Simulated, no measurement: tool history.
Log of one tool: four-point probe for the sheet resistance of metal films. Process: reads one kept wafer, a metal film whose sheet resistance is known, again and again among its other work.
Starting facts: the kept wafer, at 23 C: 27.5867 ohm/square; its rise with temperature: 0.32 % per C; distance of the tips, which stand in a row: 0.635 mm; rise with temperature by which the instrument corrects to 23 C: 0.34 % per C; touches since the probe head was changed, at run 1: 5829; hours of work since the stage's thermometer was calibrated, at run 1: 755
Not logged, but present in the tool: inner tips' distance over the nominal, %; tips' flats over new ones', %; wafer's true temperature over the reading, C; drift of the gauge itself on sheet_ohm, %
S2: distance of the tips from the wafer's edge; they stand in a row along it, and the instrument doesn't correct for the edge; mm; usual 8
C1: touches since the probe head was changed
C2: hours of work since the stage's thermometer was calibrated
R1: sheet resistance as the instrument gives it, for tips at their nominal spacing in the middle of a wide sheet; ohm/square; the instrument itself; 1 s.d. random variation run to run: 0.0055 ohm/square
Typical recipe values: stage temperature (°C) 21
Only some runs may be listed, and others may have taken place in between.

Run 1, hour 0.0: usual settings; C1 5829; C2 755. Result: R1 27.622243 ohm/square.
Run 2, hour 16.1: usual settings; C1 6529; C2 766. Result: R1 27.613370 ohm/square.
Run 3, hour 29.2: usual settings; C1 7096; C2 775. Result: R1 27.612159 ohm/square.
Run 4, hour 52.9: usual settings but S2 6 mm; C1 8128; C2 791. Result: R1 27.688861 ohm/square.
Run 5, hour 65.1: usual settings but S2 6 mm; C1 8657; C2 799. Result: R1 27.691792 ohm/square.
Run 6, hour 88.1: usual settings but S2 14 mm; C1 9658; C2 815. Result: R1 27.556146 ohm/square.
Run 7, hour 107.4: usual settings; C1 10494; C2 828. Result: R1 27.614995 ohm/square.
Run 8, hour 123.0: usual settings; C1 11172; C2 839. Result: R1 27.628658 ohm/square.
Run 9, hour 142.5: usual settings but stage temperature (°C) 33; C1 12019; C2 853. Result: R1 27.562480 ohm/square.
Run 10, hour 161.8: usual settings but stage temperature (°C) 33; C1 12856; C2 866. Result: R1 27.568307 ohm/square.
Run 11, hour 182.8: usual settings; C1 13772; C2 880. Result: R1 27.627616 ohm/square.
Run 12, hour 193.9: usual settings but stage temperature (°C) 33, S2 47 mm; C1 14253; C2 888. Result: R1 27.483598 ohm/square.
Run 13, hour 208.1: usual settings but stage temperature (°C) 27, S2 4 mm; C1 14871; C2 898. Result: R1 27.865928 ohm/square.
At hour 211.0: stage's thermometer calibrated.
Run 14, hour 222.3: usual settings but stage temperature (°C) 31, S2 40 mm; C1 15467; C2 8. Result: R1 27.481462 ohm/square.
Run 15, hour 241.4: usual settings but stage temperature (°C) 35, S2 57 mm; C1 16295; C2 21. Result: R1 27.469186 ohm/square.
Run 16, hour 265.3: usual settings but stage temperature (°C) 35, S2 57 mm; C1 17335; C2 37. Result: R1 27.457591 ohm/square.
At hour 282.0: stage's thermometer calibrated, once more.
Run 17, hour 284.1: usual settings but stage temperature (°C) 31, S2 4 mm; C1 18129; C2 1. Result: R1 27.855038 ohm/square.
Run 18, hour 305.7: usual settings but stage temperature (°C) 24, S2 13 mm; C1 19067; C2 16. Result: R1 27.561285 ohm/square.
Run 19, hour 330.9: usual settings but stage temperature (°C) 22, S2 21 mm; C1 20163; C2 34. Result: R1 27.553601 ohm/square.
Run 20, hour 356.0: usual settings but stage temperature (°C) 28, S2 41 mm; C1 21253; C2 51. Result: R1 27.512798 ohm/square.
Run 21, hour 378.3: usual settings but S2 24 mm; C1 22220; C2 66. Result: R1 27.554162 ohm/square.
Run 22, hour 398.9: usual settings but stage temperature (°C) 30, S2 3 mm; C1 23115; C2 80. Result: R1 28.151416 ohm/square.

Results per run with the tool's hidden condition removed, run-to-run variation unchanged:
run         R1
  1  27.699937
  2  27.689975
  3  27.687752
  4  27.763070
  5  27.765178
  6  27.627455
  7  27.685239
  8  27.697822
  9  27.630148
 10  27.634686
 11  27.692566
 12  27.547497
 13  27.929658
 14  27.542950
 15  27.529458
 16  27.516192
 17  27.915398
 18  27.619585
 19  27.610031
 20  27.567405
 21  27.607396
 22  28.204152

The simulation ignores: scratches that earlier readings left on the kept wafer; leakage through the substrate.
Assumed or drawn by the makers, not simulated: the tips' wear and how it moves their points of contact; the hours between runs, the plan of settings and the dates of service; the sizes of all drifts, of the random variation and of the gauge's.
